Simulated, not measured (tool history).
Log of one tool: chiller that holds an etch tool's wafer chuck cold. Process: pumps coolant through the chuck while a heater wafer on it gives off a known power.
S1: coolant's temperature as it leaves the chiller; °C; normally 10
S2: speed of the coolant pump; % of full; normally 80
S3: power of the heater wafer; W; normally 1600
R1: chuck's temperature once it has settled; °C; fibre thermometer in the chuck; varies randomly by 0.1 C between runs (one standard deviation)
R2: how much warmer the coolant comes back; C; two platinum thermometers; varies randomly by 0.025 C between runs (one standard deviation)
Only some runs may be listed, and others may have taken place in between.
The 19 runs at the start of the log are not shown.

| run | hour | S1 | S2 | S3 | R1 | R2 |
|---|---|---|---|---|---|---|
| 20 | 1988.0 | 10 | 82 | 1600 | 26.6 | 4.79 |
| 21 | 2058.1 | 8 | 98 | 1582 | 22.9 | 3.95 |
| 22 | 2137.4 | 5 | 65 | 1600 | 24.0 | 6.10 |
|  | 2215.0 | coolant pump overhauled |
| 23 | 2260.3 | 5 | 65 | 1600 | 23.8 | 6.09 |
| 24 | 2378.1 | 15 | 65 | 994 | 26.8 | 3.80 |
| 25 | 2479.0 | 10 | 80 | 1007 | 20.6 | 3.14 |
| 26 | 2578.9 | 10 | 80 | 1007 | 20.6 | 3.16 |
| 27 | 2664.2 | 3 | 71 | 1007 | 14.4 | 3.58 |
|  | 2680.5 | gauge calibrated |
| 28 | 2754.5 | 14 | 80 | 1600 | 30.8 | 4.85 |
| 29 | 2883.9 | 7 | 94 | 1699 | 23.4 | 4.38 |
| 30 | 2969.0 | 13 | 72 | 1600 | 30.8 | 5.40 |
| 31 | 3063.2 | 13 | 72 | 1600 | 30.6 | 5.38 |

Forecast each of these 4 alternatives for the next run:
| A | 3146.6 | 9 | 64 | 1600 | ? | ? |
| B | 3146.6 | 5 | 80 | 1600 | ? | ? |
| C | 3146.6 | 10 | 80 | 1083 | ? | ? |
| D | 3146.6 | 13 | 65 | 1600 | ? | ? |

| run | R1 | R2 |
|---|---|---|
| A | 28.1 | 6.09 |
| B | 21.9 | 4.86 |
| C | 21.5 | 3.32 |
| D | 31.9 | 5.96 |
The same runs, with their run-to-run variation unchanged, on a tool lacking any hidden condition would have given:
| run | R1 | R2 |
|---|---|---|
| A | 28.1 | 6.07 |
| B | 21.9 | 4.83 |
| C | 21.5 | 3.29 |
| D | 31.8 | 5.94 |

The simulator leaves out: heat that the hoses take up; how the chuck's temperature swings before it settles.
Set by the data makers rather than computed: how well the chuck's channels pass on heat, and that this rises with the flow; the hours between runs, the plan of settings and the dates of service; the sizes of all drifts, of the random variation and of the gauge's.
